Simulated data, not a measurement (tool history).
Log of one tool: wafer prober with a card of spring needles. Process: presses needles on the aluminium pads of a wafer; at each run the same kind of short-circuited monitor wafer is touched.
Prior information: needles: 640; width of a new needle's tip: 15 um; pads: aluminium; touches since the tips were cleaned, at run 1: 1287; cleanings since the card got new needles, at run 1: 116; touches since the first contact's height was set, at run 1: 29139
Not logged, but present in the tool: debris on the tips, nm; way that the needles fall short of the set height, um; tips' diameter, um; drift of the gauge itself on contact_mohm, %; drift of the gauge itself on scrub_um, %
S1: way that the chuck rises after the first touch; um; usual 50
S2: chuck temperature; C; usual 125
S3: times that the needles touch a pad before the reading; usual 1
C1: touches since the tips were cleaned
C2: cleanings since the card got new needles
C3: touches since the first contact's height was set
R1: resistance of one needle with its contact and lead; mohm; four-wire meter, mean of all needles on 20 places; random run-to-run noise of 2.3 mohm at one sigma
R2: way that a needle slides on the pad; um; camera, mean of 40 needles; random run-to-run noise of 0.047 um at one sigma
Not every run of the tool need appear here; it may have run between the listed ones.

run     day  S1   S2  S3    C1   C2     C3   R1     R2
  1       0  50  125   1  1287  116  29139  331  12.41
      0.292  -- tips cleaned on abrasive film
      0.679  -- tips cleaned on abrasive film
      1.067  -- tips cleaned on abrasive film
      1.458  -- tips cleaned on abrasive film
      1.846  -- tips cleaned on abrasive film
      2.233  -- tips cleaned on abrasive film
      2.621  -- tips cleaned on abrasive film
      3.104  -- tips cleaned on abrasive film
  2   3.217  50  125   1  1372  124  67651  338  12.23
      3.421  -- height of the first contact set anew
      3.521  -- tips cleaned on abrasive film
      4.008  -- tips cleaned on abrasive film
      4.492  -- tips cleaned on abrasive film
  3   4.729  50  125   1  2893  127  15659  376  12.52
      4.925  -- tips cleaned on abrasive film
      5.312  -- tips cleaned on abrasive film
        5.7  -- tips cleaned on abrasive film
      6.188  -- tips cleaned on abrasive film
      6.575  -- tips cleaned on abrasive film
      6.962  -- tips cleaned on abrasive film
       7.35  -- tips cleaned on abrasive film
      7.833  -- tips cleaned on abrasive film
      8.242  -- tips cleaned on abrasive film
  4   8.242  50  125   2     0  136  57675  267  12.28
      8.725  -- tips cleaned on abrasive film
      9.112  -- tips cleaned on abrasive film
      9.221  -- height of the first contact set anew
      9.512  -- tips cleaned on abrasive film
      9.904  -- tips cleaned on abrasive film
  5  10.246  50   31   1  4133  140  12257  415  12.53
     10.346  -- tips cleaned on abrasive film
     10.733  -- tips cleaned on abrasive film
     11.121  -- tips cleaned on abrasive film
     11.508  -- tips cleaned on abrasive film
     11.992  -- tips cleaned on abrasive film
     12.379  -- tips cleaned on abrasive film
     12.767  -- tips cleaned on abrasive film
  6  12.854  50   31   1  1042  147  43471  306  12.41
     13.242  -- tips cleaned on abrasive film
     13.629  -- tips cleaned on abrasive film
     14.117  -- tips cleaned on abrasive film
       14.6  -- tips cleaned on abrasive film
  7  14.846  50   31   1  2980  151  67340  378  12.22
     15.042  -- tips cleaned on abrasive film
     15.054  -- height of the first contact set anew
     15.442  -- tips cleaned on abrasive film
     15.829  -- tips cleaned on abrasive film
     16.217  -- tips cleaned on abrasive film
     16.604  -- tips cleaned on abrasive film
     16.996  -- tips cleaned on abrasive film
     17.479  -- tips cleaned on abrasive film
  8  17.612  50   31   1  1617  158  30629  325   12.4
     17.904  -- tips cleaned on abrasive film
     18.292  -- tips cleaned on abrasive film
     18.679  -- tips cleaned on abrasive film
     19.162  -- tips cleaned on abrasive film
      19.55  -- tips cleaned on abrasive film
     19.942  -- tips cleaned on abrasive film
     20.329  -- tips cleaned on abrasive film
  9  20.346  50   31   1   229  165  63351  275  12.28
     20.733  -- tips cleaned on abrasive film
     20.842  -- height of the first contact set anew
     21.133  -- tips cleaned on abrasive film
     21.525  -- tips cleaned on abrasive film
     22.008  -- tips cleaned on abrasive film
     22.492  -- tips cleaned on abrasive film
     22.879  -- tips cleaned on abrasive film
     23.362  -- tips cleaned on abrasive film
 10  23.442  50   31   1   950  172  31123  307  12.49
     23.829  -- tips cleaned on abrasive film
     24.217  -- tips cleaned on abrasive film
       24.7  -- tips cleaned on abrasive film
     25.092  -- tips cleaned on abrasive film
     25.479  -- tips cleaned on abrasive film
     25.867  -- tips cleaned on abrasive film
     26.254  -- tips cleaned on abrasive film
 11  26.508  50   31   1  3093  179  67870  406  12.28
     26.704  -- tips cleaned on abrasive film
     26.717  -- height of the first contact set anew
     27.108  -- tips cleaned on abrasive film
     27.592  -- tips cleaned on abrasive film
     28.075  -- tips cleaned on abrasive film
     28.462  -- tips cleaned on abrasive film
     28.946  -- tips cleaned on abrasive film
 12  29.329  50   98   1  4607  185  31298  444  12.41
     29.429  -- tips cleaned on abrasive film
     29.817  -- tips cleaned on abrasive film
     30.204  -- tips cleaned on abrasive film
     30.592  -- tips cleaned on abrasive film
     30.979  -- tips cleaned on abrasive film
 13  31.067  50   73   1  1046  190  52073  338  12.27
     31.454  -- tips cleaned on abrasive film
     31.842  -- tips cleaned on abrasive film
     32.325  -- tips cleaned on abrasive film
     32.529  -- height of the first contact set anew
     32.725  -- tips cleaned on abrasive film
     33.117  -- tips cleaned on abrasive film
 14  33.429  50   73   1  3785  195  10748  432  12.48
     33.529  -- tips cleaned on abrasive film
     33.917  -- tips cleaned on abrasive film
     34.304  -- tips cleaned on abrasive film
     34.788  -- tips cleaned on abrasive film
     35.271  -- tips cleaned on abrasive film
     35.658  -- tips cleaned on abrasive film
 15  35.683  50   73   1   294  201  37734  288  12.37
     36.071  -- tips cleaned on abrasive film
     36.558  -- tips cleaned on abrasive film
     36.946  -- tips cleaned on abrasive film
     37.333  -- tips cleaned on abrasive film
     37.817  -- tips cleaned on abrasive film
     38.204  -- tips cleaned on abrasive film
     38.312  -- height of the first contact set anew
 16   38.45  50   73   1  2824  207   1665  404  12.53
     38.646  -- tips cleaned on abrasive film
     39.033  -- tips cleaned on abrasive film
     39.521  -- tips cleaned on abrasive film
     40.004  -- tips cleaned on abrasive film
 17  40.229  70   33   1  2752  211  22986  321  17.53
     40.425  -- tips cleaned on abrasive film
     40.912  -- tips cleaned on abrasive film
       41.3  -- tips cleaned on abrasive film
     41.688  -- tips cleaned on abrasive film
     42.075  -- tips cleaned on abrasive film
     42.558  -- tips cleaned on abrasive film
 18  42.558  50   88   1    15  217  50852  280   12.3
     43.042  -- tips cleaned on abrasive film
     43.429  -- tips cleaned on abrasive film
     43.817  -- tips cleaned on abrasive film
     44.121  -- height of the first contact set anew
     44.221  -- tips cleaned on abrasive film
     44.704  -- tips cleaned on abrasive film
     45.188  -- tips cleaned on abrasive film
     45.671  -- tips cleaned on abrasive film
 19  45.879  50   88   2  2494  224  21062  353  12.47
     46.075  -- tips cleaned on abrasive film
     46.462  -- tips cleaned on abrasive film
      46.85  -- tips cleaned on abrasive film
     47.238  -- tips cleaned on abrasive film
     47.625  -- tips cleaned on abrasive film
 20  47.975  50   88   2  4210  229  46161  377  12.42
     48.075  -- tips cleaned on abrasive film
     48.558  -- tips cleaned on abrasive film
     48.946  -- tips cleaned on abrasive film
     49.333  -- tips cleaned on abrasive film
     49.817  -- tips cleaned on abrasive film
 21  49.854  34  122   1   452  234  68662  378   8.26

Below are 4 alternative next runs, each starting from the tool's condition after run 21. Predict each:
     49.962  -- height of the first contact set anew
     50.254  -- tips cleaned on abrasive film
     50.642  -- tips cleaned on abrasive film
     51.033  -- tips cleaned on abrasive film
     51.517  -- tips cleaned on abrasive film
     51.904  -- tips cleaned on abrasive film
     52.292  -- tips cleaned on abrasive film
     52.679  -- tips cleaned on abrasive film
     53.067  -- tips cleaned on abrasive film
  A  53.408  34   37   1  4131  242  41266   ?   ?
     49.962  -- height of the first contact set anew
     50.254  -- tips cleaned on abrasive film
     50.642  -- tips cleaned on abrasive film
     51.033  -- tips cleaned on abrasive film
     51.517  -- tips cleaned on abrasive film
     51.904  -- tips cleaned on abrasive film
     52.292  -- tips cleaned on abrasive film
     52.679  -- tips cleaned on abrasive film
     53.067  -- tips cleaned on abrasive film
  B  53.408  53   47   3  4131  242  41266   ?   ?
     49.962  -- height of the first contact set anew
     50.254  -- tips cleaned on abrasive film
     50.642  -- tips cleaned on abrasive film
     51.033  -- tips cleaned on abrasive film
     51.517  -- tips cleaned on abrasive film
     51.904  -- tips cleaned on abrasive film
     52.292  -- tips cleaned on abrasive film
     52.679  -- tips cleaned on abrasive film
     53.067  -- tips cleaned on abrasive film
  C  53.408  40  125   1  4131  242  41266   ?   ?
     49.962  -- height of the first contact set anew
     50.254  -- tips cleaned on abrasive film
     50.642  -- tips cleaned on abrasive film
     51.033  -- tips cleaned on abrasive film
     51.517  -- tips cleaned on abrasive film
     51.904  -- tips cleaned on abrasive film
     52.292  -- tips cleaned on abrasive film
     52.679  -- tips cleaned on abrasive film
     53.067  -- tips cleaned on abrasive film
  D  53.408  34   25   1  4131  242  41266   ?   ?

run   R1     R2
  A  759   8.39
  B  322  13.15
  C  595   9.83
  D  757   8.26
What these runs would have given with no unlogged condition in the tool:
run   R1     R2
  A  246   8.57
  B  236  13.32
  C  267  10.01
  D  241   8.43
